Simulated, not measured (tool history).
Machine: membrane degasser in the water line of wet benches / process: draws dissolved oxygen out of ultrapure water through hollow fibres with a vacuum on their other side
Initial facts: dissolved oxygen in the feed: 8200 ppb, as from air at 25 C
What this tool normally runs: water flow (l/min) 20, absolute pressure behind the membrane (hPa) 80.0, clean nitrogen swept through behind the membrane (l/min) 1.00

run	hour	water flow (l/min)	absolute pressure behind the membrane (hPa)	clean nitrogen swept through behind the membrane (l/min)	dissolved oxygen in the water behind the degasser (ppb)	pressure that the water loses in the fibres (hPa)
1	0.0	20	80.0	1.00	215.5	274.7
2	238.4	20	80.0	1.00	220.0	275.8
3	361.7	20	80.0	0.94	229.8	279.7
4	485.6	20	80.0	1.00	219.0	275.1
5	707.1	20	80.0	1.00	219.6	276.0
6	931.3	20	80.0	1.00	216.6	274.0
7	1077.9	20	80.0	1.00	218.1	278.5
8	1293.7	20	80.0	1.00	215.2	277.8
9	1423.5	20	80.0	1.00	218.2	275.9
10	1575.9	20	80.0	1.00	214.1	276.8
11	1692.1	20	80.0	1.00	218.2	273.8
# hour 1829.9: vacuum gauge calibrated
12	1880.4	20	80.0	1.00	218.4	277.4
13	2123.3	23	100.5	2.59	157.9	317.4
14	2374.8	28	113.6	2.84	223.5	386.0
15	2566.9	20	84.3	1.00	235.6	276.9
16	2768.9	13	137.4	1.00	305.9	181.7
17	3011.7	13	137.4	1.00	308.1	177.5
18	3275.4	13	137.4	1.00	310.3	179.0
19	3477.7	13	137.4	1.00	306.2	177.5
20	3650.9	20	76.3	1.00	199.5	278.5
21	3856.1	27	76.3	0.48	477.5	372.5
22	4027.1	31	80.0	1.09	335.4	427.7
# hour 4146.6: seals of the vacuum lines changed
23	4191.5	31	80.0	1.09	341.8	428.7

Run 24 has not been measured yet. What should we expect?
24	4456.7	29	80.0	0.53	?	?

For run 24 the tool returned dissolved oxygen in the water behind the degasser (ppb) 508.8, pressure that the water loses in the fibres (hPa) 402.2.
Were there no unlogged condition in the tool, this run, its random variation unchanged, would have produced dissolved oxygen in the water behind the degasser (ppb) 508.3, pressure that the water loses in the fibres (hPa) 401.5.
